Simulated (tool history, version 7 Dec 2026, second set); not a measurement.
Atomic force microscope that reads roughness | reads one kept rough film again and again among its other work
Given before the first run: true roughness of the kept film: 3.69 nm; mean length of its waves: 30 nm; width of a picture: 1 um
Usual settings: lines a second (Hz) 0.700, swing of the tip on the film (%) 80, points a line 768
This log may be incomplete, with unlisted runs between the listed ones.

run    hour  lines a second (Hz)  swing of the tip on the film (%)  points a line  roughness of the kept film (nm (root mean square))
  1     0.0                0.700                                80            768                                               2.599
  2    18.9                0.700                                80            768                                               2.505
  3    48.7                0.700                                80            768                                               2.376
  4    80.0                0.700                                80            768                                               2.243
  5   111.6                0.700                                80            768                                               2.150
      118.5  -- new tip fitted
  6   140.8                0.700                                80            768                                               2.840
  7   157.4                0.700                                80            768                                               2.742
  8   181.8                0.700                                80            768                                               2.622
  9   199.6                0.700                                80            768                                               2.529
 10   227.9                0.700                                80            768                                               2.381
 11   242.1                0.700                                80            768                                               2.327
 12   258.5                0.700                                80            768                                               2.273
 13   276.6                0.700                                80            768                                               2.196
      309.0  -- new tip fitted
 14   309.0                0.700                                80            768                                               2.984
 15   336.5                0.700                                80            768                                               2.811
 16   357.7                0.700                                80            768                                               2.673
 17   387.5                0.700                                80            768                                               2.531
 18   405.9                0.700                                80            768                                               2.434
 19   429.4                0.700                                80            768                                               2.331
 20   443.2                0.700                                80            768                                               2.293
 21   475.1                1.929                                80            768                                               1.965
 22   495.6                0.700                                80            768                                               2.084
      500.3  -- new tip fitted
 23   515.6                0.700                                80            768                                               2.903
 24   531.2                1.006                                80            768                                               2.749
 25   548.0                1.006                                80            768                                               2.658
 26   576.8                0.751                                80            279                                               2.545
 27   606.3                0.751                                80            279                                               2.413
 28   634.5                1.265                                88            529                                               2.139
 29   650.9                1.265                                88            529                                               2.081
 30   666.4                0.544                                55            813                                               2.296
      691.1  -- new tip fitted
 31   695.1                0.700                                87            834                                               2.898
 32   714.8                0.700                                82            349                                               2.810
 33   736.4                2.205                                57            709                                               2.737
 34   760.2                2.205                                66            709                                               2.519
 35   782.5                2.205                                66            709                                               2.433
 36   807.5                1.638                                80            768                                               2.223
 37   828.9                2.246                                81            473                                               2.031
 38   849.9                0.700                                58            768                                               2.280
      881.3  -- new tip fitted
 39   881.3                0.700                                58            768                                               3.110
 40   911.5                2.223                                58            286                                               2.806
 41   942.2                2.223                                58            286                                               2.630
 42   973.0                3.279                                61            641                                               2.401
 43   999.6                3.279                                61            641                                               2.308
 44  1014.0                3.279                                58            369                                               2.256
 45  1032.8                3.463                                81            713                                               1.831
 46  1048.1                3.957                                81            768                                               1.738
 47  1061.3                0.700                                73            768                                               2.157
     1071.2  -- new tip fitted
 48  1076.0                0.752                                80            768                                               2.958
 49  1100.3                0.700                                80            290                                               2.780
 50  1122.0                2.359                                73            559                                               2.510

Table of differences, measured result less the result of that run with no hidden state. Run-to-run variation is the same in both. Gauge scatter possibly is not:
Hidden state present: radius of the tip, nm; height scale over the true one, %; drift of the gauge itself on roughness_nm, %.
run  roughness of the kept film (nm (root mean square))
  1                                              -0.415
  2                                              -0.500
  3                                              -0.629
  4                                              -0.748
  5                                              -0.866
  6                                              -0.157
  7                                              -0.264
  8                                              -0.391
  9                                              -0.487
 10                                              -0.619
 11                                              -0.684
 12                                              -0.743
 13                                              -0.808
 14                                              -0.013
 15                                              -0.200
 16                                              -0.329
 17                                              -0.485
 18                                              -0.573
 19                                              -0.676
 20                                              -0.732
 21                                              -0.775
 22                                              -0.913
 23                                              -0.101
 24                                              -0.190
 25                                              -0.273
 26                                              -0.427
 27                                              -0.540
 28                                              -0.622
 29                                              -0.689
 30                                              -0.838
 31                                              -0.035
 32                                              -0.153
 33                                              -0.284
 34                                              -0.398
 35                                              -0.495
 36                                              -0.588
 37                                              -0.640
 38                                              -0.838
 39                                              +0.000
 40                                              -0.193
 41                                              -0.353
 42                                              -0.504
 43                                              -0.612
 44                                              -0.682
 45                                              -0.635
 46                                              -0.661
 47                                              -0.890
 48                                              -0.054
 49                                              -0.202
 50                                              -0.297

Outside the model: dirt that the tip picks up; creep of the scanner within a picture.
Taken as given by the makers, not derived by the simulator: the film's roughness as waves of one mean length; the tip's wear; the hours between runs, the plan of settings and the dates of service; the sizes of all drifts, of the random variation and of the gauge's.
